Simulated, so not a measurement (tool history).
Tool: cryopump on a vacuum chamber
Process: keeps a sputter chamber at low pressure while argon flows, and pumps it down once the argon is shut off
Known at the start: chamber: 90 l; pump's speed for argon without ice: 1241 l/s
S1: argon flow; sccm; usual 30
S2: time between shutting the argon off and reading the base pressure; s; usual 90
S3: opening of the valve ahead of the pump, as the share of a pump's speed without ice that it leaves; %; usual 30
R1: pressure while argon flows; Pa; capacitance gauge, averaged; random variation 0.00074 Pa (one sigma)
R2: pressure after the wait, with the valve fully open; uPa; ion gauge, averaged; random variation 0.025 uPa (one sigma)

{"run": 1, "hour": 0.0, "S1": 30, "S2": 90, "S3": 30, "R1": 0.1393, "R2": 1.49}
{"run": 2, "hour": 11.9, "S1": 30, "S2": 90, "S3": 36, "R1": 0.1176, "R2": 1.44}
{"run": 3, "hour": 27.6, "S1": 30, "S2": 90, "S3": 30, "R1": 0.1394, "R2": 1.49}
{"run": 4, "hour": 40.2, "S1": 30, "S2": 90, "S3": 30, "R1": 0.1413, "R2": 1.54}
{"run": 5, "hour": 53.3, "S1": 30, "S2": 90, "S3": 30, "R1": 0.141, "R2": 1.56}
{"run": 6, "hour": 64.6, "S1": 30, "S2": 54, "S3": 30, "R1": 0.1418, "R2": 2.07}
{"run": 7, "hour": 82.8, "S1": 30, "S2": 90, "S3": 30, "R1": 0.1419, "R2": 1.57}
{"run": 8, "hour": 95.6, "S1": 30, "S2": 90, "S3": 30, "R1": 0.1413, "R2": 1.64}
{"run": 9, "hour": 106.3, "S1": 30, "S2": 90, "S3": 30, "R1": 0.1437, "R2": 1.63}
{"run": 10, "hour": 116.3, "S1": 30, "S2": 90, "S3": 30, "R1": 0.1416, "R2": 1.57}
{"run": 11, "hour": 126.2, "S1": 30, "S2": 90, "S3": 30, "R1": 0.1432, "R2": 1.57}
{"run": 12, "hour": 147.0, "S1": 30, "S2": 41, "S3": 30, "R1": 0.1439, "R2": 2.54}
{"run": 13, "hour": 165.3, "S1": 18, "S2": 41, "S3": 30, "R1": 0.0857, "R2": 2.62}
{"run": 14, "hour": 185.5, "S1": 30, "S2": 90, "S3": 30, "R1": 0.1438, "R2": 1.66}
{"run": 15, "hour": 196.0, "S1": 30, "S2": 90, "S3": 37, "R1": 0.1167, "R2": 1.67}
{"run": 16, "hour": 210.6, "S1": 30, "S2": 90, "S3": 30, "R1": 0.1449, "R2": 1.66}
{"run": 17, "hour": 227.6, "S1": 30, "S2": 129, "S3": 30, "R1": 0.1443, "R2": 1.43}
{"run": 18, "hour": 242.8, "S1": 17, "S2": 90, "S3": 45, "R1": 0.0569, "R2": 1.67}
{"run": 19, "hour": 263.2, "S1": 17, "S2": 90, "S3": 45, "R1": 0.0573, "R2": 1.74}
{"run": 20, "hour": 272.7, "S1": 20, "S2": 158, "S3": 26, "R1": 0.1104, "R2": 1.38}
{"run": 21, "hour": 283.6, "S1": 34, "S2": 90, "S3": 35, "R1": 0.1427, "R2": 1.79}
{"run": 22, "hour": 298.0, "S1": 56, "S2": 90, "S3": 30, "R1": 0.2721, "R2": 1.78}
{"run": 23, "hour": 313.8, "S1": 60, "S2": 214, "S3": 30, "R1": 0.293, "R2": 1.3}
{"run": 24, "hour": 327.3, "S1": 30, "S2": 104, "S3": 30, "R1": 0.1467, "R2": 1.7}
{"run": 25, "hour": 343.3, "S1": 47, "S2": 120, "S3": 29, "R1": 0.2387, "R2": 1.53}
{"run": 26, "hour": 360.2, "S1": 53, "S2": 63, "S3": 40, "R1": 0.2001, "R2": 2.04}
{"run": 27, "hour": 382.1, "S1": 13, "S2": 63, "S3": 26, "R1": 0.0728, "R2": 2.14}
{"run": 28, "hour": 394.5, "S1": 13, "S2": 63, "S3": 26, "R1": 0.074, "R2": 2.21}
{"run": 29, "hour": 411.7, "S1": 18, "S2": 90, "S3": 43, "R1": 0.0648, "R2": 1.87}
{"run": 30, "hour": 425.6, "S1": 18, "S2": 90, "S3": 43, "R1": 0.0645, "R2": 1.84}
{"run": 31, "hour": 444.3, "S1": 30, "S2": 259, "S3": 24, "R1": 0.1834, "R2": 1.37}
{"run": 32, "hour": 455.3, "S1": 30, "S2": 259, "S3": 24, "R1": 0.185, "R2": 1.39}
{"run": 33, "hour": 473.5, "S1": 30, "S2": 259, "S3": 24, "R1": 0.1853, "R2": 1.35}
{"run": 34, "hour": 494.2, "S1": 30, "S2": 259, "S3": 24, "R1": 0.1866, "R2": 1.41}

4 ways to go on from here, each from the tool as it stands after run 34. What would each give?
{"run": "A", "hour": 505.3, "S1": 52, "S2": 118, "S3": 34, "R1": "?", "R2": "?"}
{"run": "B", "hour": 505.3, "S1": 30, "S2": 90, "S3": 56, "R1": "?", "R2": "?"}
{"run": "C", "hour": 505.3, "S1": 25, "S2": 66, "S3": 28, "R1": "?", "R2": "?"}
{"run": "D", "hour": 505.3, "S1": 22, "S2": 35, "S3": 24, "R1": "?", "R2": "?"}

run=A R1=0.2342 R2=1.81
run=B R1=0.0875 R2=1.94
run=C R1=0.1343 R2=2.22
run=D R1=0.1365 R2=3.26
Without the tool's hidden state the same runs would have given:
run=A R1=0.208 R2=0.88
run=B R1=0.0724 R2=1.01
run=C R1=0.1217 R2=1.31
run=D R1=0.1253 R2=2.33

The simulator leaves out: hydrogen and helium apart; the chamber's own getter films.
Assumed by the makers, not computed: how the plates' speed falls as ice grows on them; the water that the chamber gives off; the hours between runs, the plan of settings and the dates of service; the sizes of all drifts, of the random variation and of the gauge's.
